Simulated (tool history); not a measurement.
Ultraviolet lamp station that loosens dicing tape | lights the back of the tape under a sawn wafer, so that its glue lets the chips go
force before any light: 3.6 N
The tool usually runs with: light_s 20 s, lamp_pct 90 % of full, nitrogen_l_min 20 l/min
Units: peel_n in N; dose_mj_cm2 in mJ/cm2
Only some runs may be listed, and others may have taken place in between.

run 1 hour=0.0 | light_s=20 lamp_pct=90 nitrogen_l_min=20 | peel_n=0.168 dose_mj_cm2=575
run 2 hour=74.7 | light_s=20 lamp_pct=90 nitrogen_l_min=20 | peel_n=0.178 dose_mj_cm2=580
run 3 hour=164.5 | light_s=20 lamp_pct=82 nitrogen_l_min=20 | peel_n=0.188 dose_mj_cm2=525
run 4 hour=205.5 | light_s=20 lamp_pct=82 nitrogen_l_min=20 | peel_n=0.194 dose_mj_cm2=521
run 5 hour=280.5 | light_s=20 lamp_pct=90 nitrogen_l_min=20 | peel_n=0.174 dose_mj_cm2=576
-- hour=319.4 window cleaned of glue's vapour
run 6 hour=326.4 | light_s=20 lamp_pct=90 nitrogen_l_min=20 | peel_n=0.165 dose_mj_cm2=572
run 7 hour=387.2 | light_s=20 lamp_pct=90 nitrogen_l_min=27 | peel_n=0.143 dose_mj_cm2=580
run 8 hour=474.9 | light_s=20 lamp_pct=90 nitrogen_l_min=27 | peel_n=0.136 dose_mj_cm2=576
run 9 hour=537.3 | light_s=20 lamp_pct=90 nitrogen_l_min=27 | peel_n=0.155 dose_mj_cm2=574
run 10 hour=586.7 | light_s=20 lamp_pct=90 nitrogen_l_min=27 | peel_n=0.151 dose_mj_cm2=575
run 11 hour=671.9 | light_s=20 lamp_pct=90 nitrogen_l_min=20 | peel_n=0.176 dose_mj_cm2=570
run 12 hour=759.9 | light_s=20 lamp_pct=90 nitrogen_l_min=20 | peel_n=0.168 dose_mj_cm2=576
-- hour=785.7 window cleaned of glue's vapour
run 13 hour=832.3 | light_s=20 lamp_pct=90 nitrogen_l_min=20 | peel_n=0.171 dose_mj_cm2=583
run 14 hour=917.8 | light_s=20 lamp_pct=90 nitrogen_l_min=20 | peel_n=0.170 dose_mj_cm2=568
run 15 hour=1005.7 | light_s=20 lamp_pct=90 nitrogen_l_min=20 | peel_n=0.167 dose_mj_cm2=569
run 16 hour=1050.5 | light_s=20 lamp_pct=90 nitrogen_l_min=20 | peel_n=0.169 dose_mj_cm2=578
run 17 hour=1131.4 | light_s=20 lamp_pct=90 nitrogen_l_min=20 | peel_n=0.164 dose_mj_cm2=571
run 18 hour=1202.0 | light_s=20 lamp_pct=90 nitrogen_l_min=21 | peel_n=0.161 dose_mj_cm2=578
-- hour=1250.4 window cleaned of glue's vapour
run 19 hour=1298.1 | light_s=20 lamp_pct=90 nitrogen_l_min=21 | peel_n=0.177 dose_mj_cm2=570
-- hour=1387.5 lamp changed
run 20 hour=1394.5 | light_s=20 lamp_pct=90 nitrogen_l_min=21 | peel_n=0.160 dose_mj_cm2=581
run 21 hour=1433.7 | light_s=12 lamp_pct=90 nitrogen_l_min=27 | peel_n=0.320 dose_mj_cm2=347
run 22 hour=1500.2 | light_s=12 lamp_pct=90 nitrogen_l_min=27 | peel_n=0.323 dose_mj_cm2=347
run 23 hour=1541.2 | light_s=26 lamp_pct=90 nitrogen_l_min=25 | peel_n=0.126 dose_mj_cm2=746
run 24 hour=1628.5 | light_s=39 lamp_pct=78 nitrogen_l_min=29 | peel_n=0.116 dose_mj_cm2=972
run 25 hour=1711.7 | light_s=20 lamp_pct=90 nitrogen_l_min=13 | peel_n=0.206 dose_mj_cm2=579
-- hour=1721.2 window cleaned of glue's vapour
run 26 hour=1802.9 | light_s=20 lamp_pct=90 nitrogen_l_min=13 | peel_n=0.216 dose_mj_cm2=578
run 27 hour=1860.9 | light_s=20 lamp_pct=90 nitrogen_l_min=13 | peel_n=0.223 dose_mj_cm2=571

Estimate the outcome of run 28 from the log above:
run 28 hour=1907.2 | light_s=29 lamp_pct=75 nitrogen_l_min=10 | peel_n=? dose_mj_cm2=?

Run 28 gave peel_n 0.196 N, dose_mj_cm2 692 mJ/cm2.
Take away the tool's hidden state, keep the run-to-run variation as it was, and the same run would have given peel_n 0.196 N, dose_mj_cm2 692 mJ/cm2.

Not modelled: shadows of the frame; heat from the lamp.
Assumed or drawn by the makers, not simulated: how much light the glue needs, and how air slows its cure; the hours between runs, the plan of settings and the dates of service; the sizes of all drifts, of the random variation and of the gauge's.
